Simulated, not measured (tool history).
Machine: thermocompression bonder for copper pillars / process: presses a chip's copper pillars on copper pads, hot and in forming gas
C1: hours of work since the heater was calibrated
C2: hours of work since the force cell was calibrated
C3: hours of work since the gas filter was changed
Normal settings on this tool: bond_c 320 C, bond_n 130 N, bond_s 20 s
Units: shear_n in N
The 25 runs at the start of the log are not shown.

run 26 hour=792.9 | bond_c=292 bond_n=138 bond_s=15 | C1=1036 C2=1187 C3=48 | shear_n=55.2
run 27 hour=813.5 | bond_c=341 bond_n=138 bond_s=15 | C1=1050 C2=1201 C3=62 | shear_n=77.3
run 28 hour=854.9 | bond_c=320 bond_n=115 bond_s=20 | C1=1078 C2=1229 C3=90 | shear_n=65.9
run 29 hour=891.7 | bond_c=320 bond_n=124 bond_s=26 | C1=1103 C2=1254 C3=115 | shear_n=73.4
-- hour=909.1 heater calibrated with a thermocouple chip
run 30 hour=918.2 | bond_c=348 bond_n=130 bond_s=12 | C1=6 C2=1270 C3=131 | shear_n=73.4
run 31 hour=952 | bond_c=348 bond_n=140 bond_s=12 | C1=29 C2=1293 C3=154 | shear_n=76.1
run 32 hour=992.5 | bond_c=348 bond_n=140 bond_s=12 | C1=57 C2=1321 C3=182 | shear_n=76.3
run 33 hour=1031.3 | bond_c=327 bond_n=81 bond_s=33 | C1=83 C2=1347 C3=208 | shear_n=63.4
run 34 hour=1054.2 | bond_c=327 bond_n=81 bond_s=33 | C1=99 C2=1363 C3=224 | shear_n=63.4
run 35 hour=1074 | bond_c=300 bond_n=96 bond_s=51 | C1=112 C2=1376 C3=237 | shear_n=65.7
-- hour=1088.3 forming gas filter changed
run 36 hour=1115.7 | bond_c=300 bond_n=96 bond_s=51 | C1=140 C2=1404 C3=19 | shear_n=66.1
run 37 hour=1157.9 | bond_c=302 bond_n=135 bond_s=20 | C1=169 C2=1433 C3=47 | shear_n=63.7

Branching from run 37: 3 alternative next runs. What would each branch give?
run A hour=1187.2 | bond_c=320 bond_n=110 bond_s=20 | C1=189 C2=1453 C3=67 | shear_n=?
run B hour=1187.2 | bond_c=320 bond_n=130 bond_s=35 | C1=189 C2=1453 C3=67 | shear_n=?
run C hour=1187.2 | bond_c=297 bond_n=135 bond_s=45 | C1=189 C2=1453 C3=67 | shear_n=?

run=A shear_n=63.8
run=B shear_n=79.9
run=C shear_n=76.6
The same runs, with their run-to-run variation unchanged, on a tool lacking any hidden condition would have given:
run=A shear_n=63.9
run=B shear_n=80
run=C shear_n=76.7
